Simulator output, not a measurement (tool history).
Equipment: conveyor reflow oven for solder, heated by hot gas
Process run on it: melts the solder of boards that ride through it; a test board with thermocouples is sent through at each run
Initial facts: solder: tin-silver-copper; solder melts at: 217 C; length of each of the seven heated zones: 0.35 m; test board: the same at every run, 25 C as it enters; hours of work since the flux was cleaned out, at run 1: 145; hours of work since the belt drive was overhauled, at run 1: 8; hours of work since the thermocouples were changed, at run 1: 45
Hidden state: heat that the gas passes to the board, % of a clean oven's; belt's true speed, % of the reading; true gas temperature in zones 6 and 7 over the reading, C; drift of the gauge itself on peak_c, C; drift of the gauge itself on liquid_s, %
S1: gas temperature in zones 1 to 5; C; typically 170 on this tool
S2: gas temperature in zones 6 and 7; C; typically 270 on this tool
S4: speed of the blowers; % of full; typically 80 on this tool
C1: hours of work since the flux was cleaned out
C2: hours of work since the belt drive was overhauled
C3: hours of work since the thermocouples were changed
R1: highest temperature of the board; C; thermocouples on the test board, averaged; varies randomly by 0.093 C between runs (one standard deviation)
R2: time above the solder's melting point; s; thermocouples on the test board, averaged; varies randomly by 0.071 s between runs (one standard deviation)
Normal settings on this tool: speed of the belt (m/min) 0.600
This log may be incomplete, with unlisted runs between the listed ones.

Run 1, day 0.000: usual settings; C1 145; C2 8; C3 45. Result: R1 254.30 C, R2 52.66 s.
Run 2, day 0.304: usual settings; C1 148; C2 11; C3 48. Result: R1 254.28 C, R2 52.62 s.
Run 3, day 0.542: usual settings; C1 151; C2 13; C3 51. Result: R1 254.14 C, R2 52.68 s.
Run 4, day 0.850: usual settings; C1 154; C2 16; C3 54. Result: R1 254.15 C, R2 52.61 s.
Run 5, day 1.083: usual settings; C1 156; C2 19; C3 56. Result: R1 254.14 C, R2 52.63 s.
Run 6, day 1.408: usual settings; C1 159; C2 22; C3 59. Result: R1 254.24 C, R2 52.56 s.
Run 7, day 1.796: usual settings; C1 163; C2 26; C3 63. Result: R1 254.15 C, R2 52.54 s.
Run 8, day 1.962: usual settings but speed of the belt (m/min) 0.525; C1 165; C2 28; C3 65. Result: R1 258.04 C, R2 63.74 s.
Run 9, day 2.267: usual settings but S1 156 C; C1 168; C2 31; C3 68. Result: R1 252.04 C, R2 47.28 s.
At day 2.508: flux residue cleaned out of gas plates and filters.
Run 10, day 2.804: usual settings but S1 156 C, speed of the belt (m/min) 0.588; C1 3; C2 34; C3 72. Result: R1 252.15 C, R2 48.31 s.
Run 11, day 3.208: usual settings but S1 156 C, S2 279 C, speed of the belt (m/min) 0.588, S4 73 % of full; C1 7; C2 38; C3 76. Result: R1 258.72 C, R2 52.19 s.
Run 12, day 3.579: usual settings but S1 173 C, S2 279 C, speed of the belt (m/min) 0.548, S4 73 % of full; C1 11; C2 42; C3 80. Result: R1 263.94 C, R2 64.65 s.
Run 13, day 3.762: usual settings but S1 184 C, S4 52 % of full; C1 13; C2 44; C3 81. Result: R1 250.23 C, R2 53.12 s.
Run 14, day 4.012: usual settings but S1 169 C, S2 261 C; C1 15; C2 46; C3 84. Result: R1 245.48 C, R2 46.19 s.
Run 15, day 4.250: usual settings but S1 169 C, S2 261 C; C1 18; C2 49; C3 86. Result: R1 245.56 C, R2 46.29 s.
At day 4.492: flux residue cleaned out of gas plates and filters, once more.
Run 16, day 4.846: usual settings but S1 180 C, S2 258 C, speed of the belt (m/min) 0.649, S4 68 % of full; C1 4; C2 53; C3 90. Result: R1 241.86 C, R2 42.34 s.
Run 17, day 5.104: usual settings but speed of the belt (m/min) 0.558; C1 6; C2 55; C3 93. Result: R1 257.45 C, R2 59.40 s.
Run 18, day 5.338: usual settings but S2 259 C, speed of the belt (m/min) 0.558, S4 73 % of full; C1 9; C2 58; C3 95. Result: R1 246.43 C, R2 51.44 s.
Run 19, day 5.679: usual settings but S1 180 C, S2 276 C, speed of the belt (m/min) 0.561, S4 79 % of full; C1 12; C2 61; C3 99. Result: R1 263.88 C, R2 65.84 s.

Alternative continuations, all from the tool just after run 19; predict every row:
Run A, day 5.858: usual settings but S1 179 C; C1 14; C2 63; C3 101. Result: R1 ?, R2 ?.
Run B, day 5.858: usual settings but S1 167 C, S2 276 C, speed of the belt (m/min) 0.538; C1 14; C2 63; C3 101. Result: R1 ?, R2 ?.
Run C, day 5.858: usual settings but S1 158 C; C1 14; C2 63; C3 101. Result: R1 ?, R2 ?.
Run D, day 5.858: usual settings but S1 180 C, S2 259 C, speed of the belt (m/min) 0.644, S4 79 % of full; C1 14; C2 63; C3 101. Result: R1 ?, R2 ?.
Run E, day 5.858: usual settings but S1 168 C, speed of the belt (m/min) 0.623; C1 14; C2 63; C3 101. Result: R1 ?, R2 ?.

run      R1     R2
  A  256.74  57.10
  B  263.46  64.37
  C  253.37  48.86
  D  244.95  46.08
  E  253.81  49.83
With the hidden condition removed and each run's random variation left untouched, the same runs would have given:
run      R1     R2
  A  257.05  57.27
  B  263.78  64.54
  C  253.70  49.08
  D  245.25  46.32
  E  254.14  50.04
